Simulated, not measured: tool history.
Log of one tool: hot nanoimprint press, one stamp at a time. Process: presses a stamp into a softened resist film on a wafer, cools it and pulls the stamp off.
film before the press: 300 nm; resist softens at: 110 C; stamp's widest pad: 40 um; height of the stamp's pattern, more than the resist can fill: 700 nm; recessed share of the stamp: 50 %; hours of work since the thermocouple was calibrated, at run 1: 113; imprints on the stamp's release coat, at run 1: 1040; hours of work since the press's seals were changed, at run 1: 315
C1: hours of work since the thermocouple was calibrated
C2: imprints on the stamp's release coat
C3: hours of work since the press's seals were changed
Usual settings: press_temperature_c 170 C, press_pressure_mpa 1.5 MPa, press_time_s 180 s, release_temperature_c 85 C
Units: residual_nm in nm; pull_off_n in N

{"run": 1, "day": 0.0, "press_temperature_c": 170, "press_pressure_mpa": 1.5, "press_time_s": 180, "release_temperature_c": 85, "C1": 113, "C2": 1040, "C3": 315, "residual_nm": 118.5, "pull_off_n": 266}
{"run": 2, "day": 3.583, "press_temperature_c": 170, "press_pressure_mpa": 1.5, "press_time_s": 180, "release_temperature_c": 85, "C1": 150, "C2": 1185, "C3": 352, "residual_nm": 117.3, "pull_off_n": 280}
{"run": 3, "day": 5.538, "press_temperature_c": 170, "press_pressure_mpa": 1.5, "press_time_s": 180, "release_temperature_c": 85, "C1": 170, "C2": 1264, "C3": 372, "residual_nm": 116.3, "pull_off_n": 281}
{"day": 7.612, "done": "stamp cleaned and given a new release coat"}
{"run": 4, "day": 8.65, "press_temperature_c": 167, "press_pressure_mpa": 1.5, "press_time_s": 180, "release_temperature_c": 85, "C1": 199, "C2": 42, "C3": 401, "residual_nm": 131.7, "pull_off_n": 224}
{"run": 5, "day": 11.829, "press_temperature_c": 167, "press_pressure_mpa": 1.5, "press_time_s": 180, "release_temperature_c": 85, "C1": 232, "C2": 171, "C3": 434, "residual_nm": 129.9, "pull_off_n": 242}
{"run": 6, "day": 14.25, "press_temperature_c": 170, "press_pressure_mpa": 1.3, "press_time_s": 180, "release_temperature_c": 85, "C1": 257, "C2": 269, "C3": 459, "residual_nm": 122.8, "pull_off_n": 238}
{"day": 15.267, "done": "plate thermocouple calibrated"}
{"run": 7, "day": 16.046, "press_temperature_c": 170, "press_pressure_mpa": 1.3, "press_time_s": 180, "release_temperature_c": 85, "C1": 8, "C2": 336, "C3": 476, "residual_nm": 124.9, "pull_off_n": 236}
{"run": 8, "day": 18.704, "press_temperature_c": 170, "press_pressure_mpa": 1.3, "press_time_s": 180, "release_temperature_c": 85, "C1": 35, "C2": 444, "C3": 503, "residual_nm": 123.1, "pull_off_n": 248}
{"day": 21.362, "done": "plate thermocouple calibrated, once more"}
{"run": 9, "day": 21.525, "press_temperature_c": 170, "press_pressure_mpa": 1.5, "press_time_s": 180, "release_temperature_c": 72, "C1": 2, "C2": 553, "C3": 531, "residual_nm": 119.5, "pull_off_n": 319}
{"run": 10, "day": 24.342, "press_temperature_c": 170, "press_pressure_mpa": 1.08, "press_time_s": 180, "release_temperature_c": 85, "C1": 31, "C2": 666, "C3": 560, "residual_nm": 139.4, "pull_off_n": 254}
{"run": 11, "day": 26.083, "press_temperature_c": 170, "press_pressure_mpa": 1.08, "press_time_s": 180, "release_temperature_c": 85, "C1": 48, "C2": 737, "C3": 577, "residual_nm": 138.6, "pull_off_n": 261}
{"run": 12, "day": 29.362, "press_temperature_c": 170, "press_pressure_mpa": 1.08, "press_time_s": 180, "release_temperature_c": 85, "C1": 82, "C2": 869, "C3": 611, "residual_nm": 138, "pull_off_n": 264}
{"run": 13, "day": 31.458, "press_temperature_c": 170, "press_pressure_mpa": 1.5, "press_time_s": 180, "release_temperature_c": 93, "C1": 104, "C2": 954, "C3": 633, "residual_nm": 118.1, "pull_off_n": 219}
{"run": 14, "day": 33.367, "press_temperature_c": 170, "press_pressure_mpa": 1.5, "press_time_s": 180, "release_temperature_c": 85, "C1": 123, "C2": 1031, "C3": 652, "residual_nm": 118.6, "pull_off_n": 271}
{"run": 15, "day": 36.438, "press_temperature_c": 170, "press_pressure_mpa": 1.5, "press_time_s": 180, "release_temperature_c": 85, "C1": 155, "C2": 1155, "C3": 684, "residual_nm": 118.2, "pull_off_n": 279}
{"run": 16, "day": 39.108, "press_temperature_c": 170, "press_pressure_mpa": 1.5, "press_time_s": 180, "release_temperature_c": 85, "C1": 182, "C2": 1263, "C3": 711, "residual_nm": 117.9, "pull_off_n": 272}
{"day": 41.088, "done": "stamp cleaned and given a new release coat"}
{"run": 17, "day": 42.9, "press_temperature_c": 170, "press_pressure_mpa": 1.5, "press_time_s": 180, "release_temperature_c": 85, "C1": 218, "C2": 73, "C3": 748, "residual_nm": 117.1, "pull_off_n": 234}
{"run": 18, "day": 46.396, "press_temperature_c": 170, "press_pressure_mpa": 1.5, "press_time_s": 180, "release_temperature_c": 75, "C1": 254, "C2": 214, "C3": 783, "residual_nm": 116.2, "pull_off_n": 286}
{"day": 47.408, "done": "plate thermocouple calibrated"}
{"run": 19, "day": 49.675, "press_temperature_c": 160, "press_pressure_mpa": 1.5, "press_time_s": 179, "release_temperature_c": 72, "C1": 23, "C2": 342, "C3": 816, "residual_nm": 175.1, "pull_off_n": 315}
{"run": 20, "day": 52.738, "press_temperature_c": 170, "press_pressure_mpa": 1.34, "press_time_s": 125, "release_temperature_c": 72, "C1": 55, "C2": 465, "C3": 847, "residual_nm": 143.6, "pull_off_n": 318}
{"run": 21, "day": 56.212, "press_temperature_c": 170, "press_pressure_mpa": 1.5, "press_time_s": 180, "release_temperature_c": 86, "C1": 90, "C2": 606, "C3": 883, "residual_nm": 119.6, "pull_off_n": 236}
{"run": 22, "day": 59.212, "press_temperature_c": 170, "press_pressure_mpa": 1.48, "press_time_s": 154, "release_temperature_c": 85, "C1": 121, "C2": 727, "C3": 914, "residual_nm": 126.2, "pull_off_n": 251}
{"run": 23, "day": 61.371, "press_temperature_c": 164, "press_pressure_mpa": 1.5, "press_time_s": 180, "release_temperature_c": 85, "C1": 143, "C2": 814, "C3": 936, "residual_nm": 148.8, "pull_off_n": 263}
{"day": 64.283, "done": "press's hydraulic seals changed and the load cell set to zero"}
{"run": 24, "day": 64.608, "press_temperature_c": 164, "press_pressure_mpa": 1.5, "press_time_s": 180, "release_temperature_c": 85, "C1": 173, "C2": 931, "C3": 3, "residual_nm": 144.6, "pull_off_n": 258}
{"run": 25, "day": 66.204, "press_temperature_c": 164, "press_pressure_mpa": 1.5, "press_time_s": 180, "release_temperature_c": 85, "C1": 189, "C2": 996, "C3": 20, "residual_nm": 143.7, "pull_off_n": 267}

Run 26 comes next. What will it give?
{"run": 26, "day": 69.046, "press_temperature_c": 164, "press_pressure_mpa": 1.5, "press_time_s": 180, "release_temperature_c": 85, "C1": 219, "C2": 1111, "C3": 49, "residual_nm": "?", "pull_off_n": "?"}

{"run 26": {"residual_nm": 141, "pull_off_n": 279}}
Without the tool's hidden state the same run would have given residual_nm 145.9 nm, pull_off_n 238 N.
